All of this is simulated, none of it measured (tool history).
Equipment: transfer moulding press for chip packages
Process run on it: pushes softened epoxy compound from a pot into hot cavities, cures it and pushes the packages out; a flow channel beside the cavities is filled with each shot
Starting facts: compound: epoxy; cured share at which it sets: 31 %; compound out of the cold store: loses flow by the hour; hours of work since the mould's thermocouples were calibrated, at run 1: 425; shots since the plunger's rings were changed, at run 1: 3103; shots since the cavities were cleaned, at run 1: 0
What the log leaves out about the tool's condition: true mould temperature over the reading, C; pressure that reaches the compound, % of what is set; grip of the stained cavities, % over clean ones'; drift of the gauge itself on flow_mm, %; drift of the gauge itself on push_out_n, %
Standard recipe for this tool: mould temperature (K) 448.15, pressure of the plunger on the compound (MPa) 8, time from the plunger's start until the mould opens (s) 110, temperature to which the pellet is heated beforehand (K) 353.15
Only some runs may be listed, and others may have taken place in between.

run,hour,mould temperature (K),pressure of the plunger on the compound (MPa),time from the plunger's start until the mould opens (s),temperature to which the pellet is heated beforehand (K),hours of work since the mould's thermocouples were calibrated,shots since the plunger's rings were changed,shots since the cavities were cleaned,incoming compound's hours out of the cold store,length that the compound runs in the flow channel (mm),greatest force on the pins that push the packages out (N)
1,0,448.15,8,110,353.15,425,3103,0,31.9,790,382
2,23.5,448.15,8,110,353.15,435,3274,171,39,773,391
# hour 33.5: plunger's sealing rings changed
3,46.9,448.15,8,110,353.15,444,97,322,29.8,808,385
# hour 60: cavities cleaned with cleaning compound and waxed
4,72.6,448.15,8,110,353.15,455,273,92,11.5,865,396
5,91.8,448.15,8,110,353.15,463,413,232,31.4,799,378
# hour 117.3: cavities cleaned with cleaning compound and waxed
6,117.3,448.15,8,110,353.15,473,586,0,23.5,828,376
7,142.9,448.15,8,110,353.15,484,773,187,29.2,809,400
8,165,448.15,8,110,353.15,494,933,347,29.2,800,388
# hour 174.1: cavities cleaned with cleaning compound and waxed
9,185.5,448.15,8,110,353.15,502,1071,83,25.5,817,387
10,217.3,442.15,8,110,353.15,515,1302,314,37.1,808,529
# hour 231.3: cavities cleaned with cleaning compound and waxed
11,242.7,448.15,7.62,110,353.15,526,1475,83,46.4,739,397
12,257.9,453.15,8,110,353.15,532,1585,193,8.2,846,355
13,271.2,453.15,8,110,353.15,538,1681,289,31.7,777,352
# hour 289.5: cavities cleaned with cleaning compound and waxed
14,300.5,453.15,8,110,353.15,550,1884,81,28.2,789,353
15,314.7,448.15,8.17,110,353.15,556,1986,183,30.4,815,377
16,343.6,448.15,7.72,110,346.15,568,2196,393,35.5,772,396
# hour 347.4: cavities cleaned with cleaning compound and waxed
17,360.1,453.15,7.81,108,349.15,575,2305,92,21.4,794,362
18,378.7,446.15,8,134,353.15,582,2440,227,47.8,758,358
# hour 404.8: cavities cleaned with cleaning compound and waxed
19,407.6,443.15,8,134,352.15,594,2639,20,39.6,798,384
20,428.8,443.15,8,134,352.15,603,2792,173,25.7,843,397
21,449.6,443.15,8,134,352.15,612,2944,325,39.5,796,393
# hour 462.8: cavities cleaned with cleaning compound and waxed
22,467.3,448.15,7.15,95,347.15,619,3062,33,9.8,821,503
23,485.6,448.15,9.8,110,344.15,627,3194,165,25.9,904,378
# hour 505.1: plunger's sealing rings changed
24,515.7,448.15,8.36,110,358.15,639,77,365,24.8,838,404
# hour 522.8: cavities cleaned with cleaning compound and waxed
25,533.8,448.15,8.36,147,355.15,646,198,80,38.3,791,345
26,560.1,448.15,8.36,147,355.15,657,389,271,37.8,799,347
# hour 579.6: cavities cleaned with cleaning compound and waxed
27,579.6,450.15,6.66,110,353.15,665,519,0,33.6,716,374
28,600.5,445.15,7.51,128,343.15,674,671,152,17.3,833,390

Predict each of these 3 candidate next runs independently; none follows another, all start after run 28:
A,620.2,445.15,7.51,145,343.15,682,814,295,36.2,?,?
B,620.2,445.15,7.94,128,348.15,682,814,295,19,?,?
C,620.2,445.15,7.57,128,358.15,682,814,295,8.9,?,?

run,length that the compound runs in the flow channel (mm),greatest force on the pins that push the packages out (N)
A,773,368
B,844,391
C,861,389
Stripped of hidden state, with their random variation kept, the same runs would have yielded:
run,length that the compound runs in the flow channel (mm),greatest force on the pins that push the packages out (N)
A,773,363
B,844,386
C,861,384

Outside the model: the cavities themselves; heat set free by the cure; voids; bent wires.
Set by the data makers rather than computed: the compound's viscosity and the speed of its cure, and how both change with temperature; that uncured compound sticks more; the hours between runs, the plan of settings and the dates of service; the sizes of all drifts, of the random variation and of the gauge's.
